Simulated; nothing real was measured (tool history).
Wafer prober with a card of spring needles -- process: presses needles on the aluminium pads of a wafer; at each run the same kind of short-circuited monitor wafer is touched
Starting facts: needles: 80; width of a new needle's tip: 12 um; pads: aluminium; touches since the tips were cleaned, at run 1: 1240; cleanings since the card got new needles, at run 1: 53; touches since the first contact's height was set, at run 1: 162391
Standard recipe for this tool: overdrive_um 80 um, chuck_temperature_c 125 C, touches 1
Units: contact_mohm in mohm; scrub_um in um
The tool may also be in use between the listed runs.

| run | hour | overdrive_um | chuck_temperature_c | touches | touches since the tips were cleaned | cleanings since the card got new needles | touches since the first contact's height was set | contact_mohm | scrub_um |
|---|---|---|---|---|---|---|---|---|---|
| 1 | 0 | 80 | 125 | 1 | 1240 | 53 | 162391 | 220 | 10.47 |
|  | 7.1 | tips cleaned on abrasive film |
|  | 18.4 | tips cleaned on abrasive film |
| 2 | 18.4 | 80 | 125 | 1 | 0 | 55 | 166959 | 217.3 | 10.18 |
|  | 29.7 | tips cleaned on abrasive film |
| 3 | 32.1 | 80 | 26 | 1 | 597 | 56 | 170353 | 197.6 | 10.15 |
|  | 41 | tips cleaned on abrasive film |
| 4 | 49.2 | 80 | 26 | 1 | 2067 | 57 | 174634 | 199.9 | 10.34 |
|  | 52 | tips cleaned on abrasive film |
|  | 63.2 | tips cleaned on abrasive film |
| 5 | 63.2 | 80 | 26 | 1 | 0 | 59 | 178085 | 198.6 | 10.24 |
|  | 74.6 | tips cleaned on abrasive film |
| 6 | 80.5 | 82 | 125 | 1 | 1478 | 60 | 182392 | 220.7 | 10.56 |
|  | 85.4 | tips cleaned on abrasive film |
|  | 96.3 | tips cleaned on abrasive film |
| 7 | 101 | 82 | 125 | 1 | 1182 | 62 | 187481 | 221.7 | 10.5 |
|  | 107.4 | tips cleaned on abrasive film |
| 8 | 111.6 | 80 | 125 | 1 | 1054 | 63 | 190108 | 219.2 | 10.15 |
|  | 118 | tips cleaned on abrasive film |
| 9 | 125.5 | 80 | 125 | 1 | 1877 | 64 | 193563 | 220.7 | 10.17 |
|  | 127.5 | height of the first contact set anew |
|  | 129.6 | tips cleaned on abrasive film |
|  | 141.8 | tips cleaned on abrasive film |
| 10 | 144.5 | 80 | 125 | 2 | 689 | 66 | 4218 | 219.7 | 9.67 |
|  | 153.4 | tips cleaned on abrasive film |
|  | 156.5 | height of the first contact set anew, once more |
| 11 | 159.8 | 80 | 125 | 2 | 1535 | 67 | 838 | 219 | 10.97 |
|  | 164.9 | tips cleaned on abrasive film |
| 12 | 172 | 80 | 125 | 2 | 1803 | 68 | 3882 | 220 | 10.88 |
|  | 176.7 | tips cleaned on abrasive film |
| 13 | 185.6 | 80 | 125 | 2 | 2246 | 69 | 7262 | 220 | 10.94 |
|  | 187.9 | tips cleaned on abrasive film |
|  | 199.5 | tips cleaned on abrasive film |
| 14 | 205.6 | 80 | 125 | 2 | 1524 | 71 | 12220 | 218.6 | 10.92 |
|  | 210.3 | tips cleaned on abrasive film |
|  | 221 | tips cleaned on abrasive film |
| 15 | 224.2 | 80 | 125 | 2 | 797 | 73 | 16817 | 217 | 11 |
|  | 232.4 | tips cleaned on abrasive film |
| 16 | 234.8 | 80 | 125 | 2 | 610 | 74 | 19466 | 219.3 | 10.81 |
|  | 243.3 | tips cleaned on abrasive film |
| 17 | 248.5 | 80 | 63 | 2 | 1303 | 75 | 22862 | 205.4 | 10.93 |
|  | 254.4 | tips cleaned on abrasive film |
| 18 | 260.8 | 61 | 30 | 1 | 1618 | 76 | 25930 | 206.3 | 8.27 |
|  | 266.2 | tips cleaned on abrasive film |
| 19 | 274.1 | 86 | 47 | 2 | 1998 | 77 | 29248 | 201.3 | 11.7 |
|  | 277.2 | tips cleaned on abrasive film |
| 20 | 284.7 | 76 | 125 | 1 | 1883 | 78 | 31862 | 221.1 | 10.44 |
|  | 288.5 | tips cleaned on abrasive film |
| 21 | 297.8 | 63 | 57 | 2 | 2348 | 79 | 35137 | 209.8 | 8.46 |
|  | 299.7 | tips cleaned on abrasive film |
|  | 311.5 | tips cleaned on abrasive film |
| 22 | 317.2 | 63 | 57 | 2 | 1435 | 81 | 39941 | 207.5 | 8.48 |
|  | 323.4 | tips cleaned on abrasive film |
|  | 334.3 | tips cleaned on abrasive film |
| 23 | 334.3 | 88 | 67 | 1 | 0 | 83 | 44187 | 204.3 | 11.78 |
|  | 345.4 | tips cleaned on abrasive film |
| 24 | 346.1 | 78 | 125 | 2 | 175 | 84 | 47095 | 217.3 | 10.46 |
|  | 356.1 | tips cleaned on abrasive film |
| 25 | 356.1 | 78 | 125 | 2 | 0 | 85 | 49591 | 217.8 | 10.37 |

Consider 4 possible next runs. They are alternatives, not a sequence: every one starts from the tool as it was left by run 25. What does each give?
|  | 366.8 | tips cleaned on abrasive film |
| A | 373.8 | 67 | 125 | 2 | 1762 | 86 | 54008 | ? | ? |
|  | 366.8 | tips cleaned on abrasive film |
| B | 373.8 | 72 | 52 | 2 | 1762 | 86 | 54008 | ? | ? |
|  | 366.8 | tips cleaned on abrasive film |
| C | 373.8 | 69 | 39 | 2 | 1762 | 86 | 54008 | ? | ? |
|  | 366.8 | tips cleaned on abrasive film |
| D | 373.8 | 91 | 123 | 1 | 1762 | 86 | 54008 | ? | ? |

| run | contact_mohm | scrub_um |
|---|---|---|
| A | 222.7 | 8.93 |
| B | 205.2 | 9.56 |
| C | 203.1 | 9.35 |
| D | 218.4 | 12.12 |
Without the tool's unlogged condition, the same runs would have read:
| run | contact_mohm | scrub_um |
|---|---|---|
| A | 220 | 9.22 |
| B | 202.3 | 9.85 |
| C | 199.5 | 9.63 |
| D | 217.3 | 12.4 |

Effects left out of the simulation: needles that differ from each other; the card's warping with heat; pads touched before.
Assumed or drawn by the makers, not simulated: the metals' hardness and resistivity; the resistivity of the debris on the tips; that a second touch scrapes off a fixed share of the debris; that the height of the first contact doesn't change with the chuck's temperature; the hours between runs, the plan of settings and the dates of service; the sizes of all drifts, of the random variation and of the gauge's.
